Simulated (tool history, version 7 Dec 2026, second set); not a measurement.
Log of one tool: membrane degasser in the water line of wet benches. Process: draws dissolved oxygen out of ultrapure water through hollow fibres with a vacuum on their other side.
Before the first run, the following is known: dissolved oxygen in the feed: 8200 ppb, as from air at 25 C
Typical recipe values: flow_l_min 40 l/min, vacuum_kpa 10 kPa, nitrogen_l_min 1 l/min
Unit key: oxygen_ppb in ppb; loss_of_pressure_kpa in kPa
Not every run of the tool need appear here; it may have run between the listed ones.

| run | hour | flow_l_min | vacuum_kpa | nitrogen_l_min | oxygen_ppb | loss_of_pressure_kpa |
|---|---|---|---|---|---|---|
| 1 | 0 | 40 | 10 | 1 | 607.2 | 50.06 |
| 2 | 41.7 | 40 | 21.3 | 1 | 1359.1 | 50.16 |
| 3 | 98.9 | 40 | 21.3 | 1 | 1339.9 | 50.38 |
| 4 | 144.6 | 40 | 21.3 | 1 | 1365.3 | 50.28 |
| 5 | 221.4 | 40 | 21.3 | 1 | 1346 | 50.63 |
| 6 | 270.1 | 64 | 10 | 1 | 932.8 | 80.2 |
| 7 | 337.2 | 64 | 10 | 1 | 934.3 | 80.37 |
| 8 | 389.2 | 40 | 8.9 | 1 | 533.3 | 50.3 |
| 9 | 456.5 | 40 | 8.9 | 1 | 537.7 | 50.16 |
| 10 | 520.1 | 40 | 8.9 | 1 | 526.8 | 50.39 |
| 11 | 556.7 | 40 | 8.9 | 1.27 | 460.1 | 50.3 |
| 12 | 603.1 | 39 | 7.5 | 0.87 | 449 | 48.74 |

The next listed run, before its measurement:
| 13 | 644.7 | 47 | 9.2 | 1.01 | ? | ? |

oxygen_ppb: 651.3 ppb
loss_of_pressure_kpa: 59.4 kPa
The same run, on a tool lacking any hidden state, would have yielded oxygen_ppb 650.8 ppb, loss_of_pressure_kpa 59.39 kPa.
